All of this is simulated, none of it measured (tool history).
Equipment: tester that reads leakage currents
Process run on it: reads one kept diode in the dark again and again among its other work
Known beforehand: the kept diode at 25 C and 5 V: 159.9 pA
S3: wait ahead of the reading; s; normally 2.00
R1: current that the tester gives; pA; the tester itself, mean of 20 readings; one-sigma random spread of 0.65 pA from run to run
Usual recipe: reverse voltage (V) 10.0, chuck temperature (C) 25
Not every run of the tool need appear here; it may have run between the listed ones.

Run 1, day 0.000: usual settings. Result: R1 217.18 pA.
Run 2, day 1.738: usual settings but reverse voltage (V) 11.7. Result: R1 232.48 pA.
Run 3, day 4.162: usual settings. Result: R1 217.60 pA.
Run 4, day 5.333: usual settings. Result: R1 216.39 pA.
Run 5, day 7.725: usual settings. Result: R1 217.13 pA.
Run 6, day 9.212: usual settings. Result: R1 218.20 pA.
Run 7, day 10.783: usual settings. Result: R1 217.20 pA.
Run 8, day 12.900: usual settings but chuck temperature (C) 22. Result: R1 166.97 pA.
Run 9, day 13.967: usual settings but chuck temperature (C) 22. Result: R1 167.03 pA.
Run 10, day 15.071: usual settings but chuck temperature (C) 22. Result: R1 166.79 pA.
Run 11, day 16.275: usual settings but chuck temperature (C) 22. Result: R1 167.17 pA.
Run 12, day 18.371: usual settings but chuck temperature (C) 22. Result: R1 166.42 pA.
Run 13, day 19.792: usual settings but chuck temperature (C) 22. Result: R1 167.58 pA.
Run 14, day 21.538: usual settings but S3 9.21 s. Result: R1 216.29 pA.
Run 15, day 23.333: usual settings. Result: R1 217.50 pA.
Run 16, day 24.783: usual settings. Result: R1 217.32 pA.
Run 17, day 26.038: usual settings. Result: R1 216.98 pA.
Run 18, day 27.296: usual settings. Result: R1 216.58 pA.
Run 19, day 29.038: usual settings but reverse voltage (V) 2.7. Result: R1 122.14 pA.
Run 20, day 31.562: usual settings but reverse voltage (V) 2.7. Result: R1 121.78 pA.
Run 21, day 34.075: usual settings but reverse voltage (V) 1.3, chuck temperature (C) 33. Result: R1 173.63 pA.
Run 22, day 36.496: usual settings but reverse voltage (V) 1.3, chuck temperature (C) 33. Result: R1 173.90 pA.
Run 23, day 39.004: usual settings but reverse voltage (V) 1.3, chuck temperature (C) 33. Result: R1 174.10 pA.
Run 24, day 40.792: usual settings but reverse voltage (V) 2.2, S3 0.72 s. Result: R1 111.24 pA.
Run 25, day 43.383: usual settings but reverse voltage (V) 4.3, S3 1.06 s. Result: R1 148.77 pA.
Run 26, day 45.471: usual settings but reverse voltage (V) 9.7, S3 2.43 s. Result: R1 214.73 pA.
Run 27, day 47.879: usual settings but reverse voltage (V) 9.7, S3 2.43 s. Result: R1 214.17 pA.
Run 28, day 49.054: usual settings but reverse voltage (V) 7.9, chuck temperature (C) 32, S3 4.79 s. Result: R1 354.95 pA.
Run 29, day 50.454: usual settings but reverse voltage (V) 1.4, chuck temperature (C) 35. Result: R1 211.15 pA.
Run 30, day 52.362: usual settings but reverse voltage (V) 7.5, chuck temperature (C) 42, S3 1.24 s. Result: R1 768.76 pA.
Run 31, day 53.938: usual settings but reverse voltage (V) 9.7, chuck temperature (C) 31, S3 0.67 s. Result: R1 356.60 pA.
Run 32, day 55.954: usual settings but reverse voltage (V) 9.7, chuck temperature (C) 31, S3 0.67 s. Result: R1 357.63 pA.
Run 33, day 58.121: usual settings but reverse voltage (V) 4.9, chuck temperature (C) 33, S3 3.76 s. Result: R1 310.80 pA.
Run 34, day 59.846: usual settings but reverse voltage (V) 9.7, chuck temperature (C) 26, S3 3.76 s. Result: R1 232.92 pA.
Run 35, day 60.988: usual settings but reverse voltage (V) 9.7, chuck temperature (C) 37, S3 3.76 s. Result: R1 580.55 pA.
At day 61.650: tester calibrated.
Run 36, day 63.508: usual settings but reverse voltage (V) 9.1, chuck temperature (C) 35. Result: R1 480.72 pA.
Run 37, day 65.242: usual settings but reverse voltage (V) 5.3, chuck temperature (C) 21, S3 1.05 s. Result: R1 115.53 pA.
Run 38, day 67.204: usual settings but reverse voltage (V) 4.9, S3 0.67 s. Result: R1 158.01 pA.
Run 39, day 69.112: usual settings but reverse voltage (V) 4.9, S3 0.67 s. Result: R1 159.45 pA.
Run 40, day 70.267: usual settings but reverse voltage (V) 4.9, chuck temperature (C) 23, S3 0.92 s. Result: R1 133.24 pA.

Below are 3 alternative next runs, each starting from the tool's condition after run 40. Predict each:
Run A, day 72.379: usual settings but chuck temperature (C) 39. Result: R1 ?.
Run B, day 72.379: usual settings but reverse voltage (V) 4.3, chuck temperature (C) 50, S3 0.36 s. Result: R1 ?.
Run C, day 72.379: usual settings but chuck temperature (C) 24, S3 6.36 s. Result: R1 ?.

run       R1
  A   689.32
  B  1101.91
  C   199.82
Without the tool's unlogged condition, the same runs would have read:
run       R1
  A   690.64
  B  1104.03
  C   200.14

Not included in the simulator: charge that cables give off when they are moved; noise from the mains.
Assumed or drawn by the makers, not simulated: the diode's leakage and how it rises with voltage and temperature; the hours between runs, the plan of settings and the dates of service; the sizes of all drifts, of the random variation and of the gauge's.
